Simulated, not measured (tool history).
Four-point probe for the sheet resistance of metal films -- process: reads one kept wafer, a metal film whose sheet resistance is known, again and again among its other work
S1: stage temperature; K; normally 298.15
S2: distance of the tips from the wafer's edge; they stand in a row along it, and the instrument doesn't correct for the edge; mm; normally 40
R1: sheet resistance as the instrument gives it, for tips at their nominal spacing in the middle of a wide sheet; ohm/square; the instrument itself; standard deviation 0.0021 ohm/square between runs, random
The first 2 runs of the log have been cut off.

-- hour=75.3 stage's thermometer calibrated
run 3 hour=113.2 | S1=298.15 S2=40 | R1=10.465160
run 4 hour=178.6 | S1=298.15 S2=40 | R1=10.469122
run 5 hour=222.8 | S1=298.15 S2=40 | R1=10.467111
run 6 hour=267.2 | S1=295.15 S2=40 | R1=10.449165
run 7 hour=320.4 | S1=298.15 S2=40 | R1=10.472391
run 8 hour=377.1 | S1=298.15 S2=3 | R1=11.379979
run 9 hour=415.8 | S1=300.15 S2=3 | R1=11.398857
run 10 hour=482.3 | S1=298.15 S2=13 | R1=10.520505
run 11 hour=528.8 | S1=301.15 S2=40 | R1=10.502847
run 12 hour=607.4 | S1=298.15 S2=28 | R1=10.484165
run 13 hour=686.9 | S1=298.15 S2=28 | R1=10.483485
run 14 hour=735.0 | S1=298.15 S2=59 | R1=10.482305
run 15 hour=811.0 | S1=298.15 S2=59 | R1=10.482431
run 16 hour=848.9 | S1=298.15 S2=59 | R1=10.480186
run 17 hour=906.1 | S1=307.15 S2=10 | R1=10.642231
run 18 hour=950.7 | S1=305.15 S2=75 | R1=10.535089
run 19 hour=1030.8 | S1=298.15 S2=8 | R1=10.622437
run 20 hour=1110.4 | S1=298.15 S2=8 | R1=10.622512
run 21 hour=1167.5 | S1=293.15 S2=21 | R1=10.465026
run 22 hour=1205.5 | S1=293.15 S2=21 | R1=10.459982
run 23 hour=1276.0 | S1=300.15 S2=3 | R1=11.415522

What will run 24 give?
run 24 hour=1346.5 | S1=305.15 S2=16 | R1=?

R1: 10.579866 ohm/square
Minus the tool's unlogged condition, the same run would have read R1 10.486954 ohm/square.

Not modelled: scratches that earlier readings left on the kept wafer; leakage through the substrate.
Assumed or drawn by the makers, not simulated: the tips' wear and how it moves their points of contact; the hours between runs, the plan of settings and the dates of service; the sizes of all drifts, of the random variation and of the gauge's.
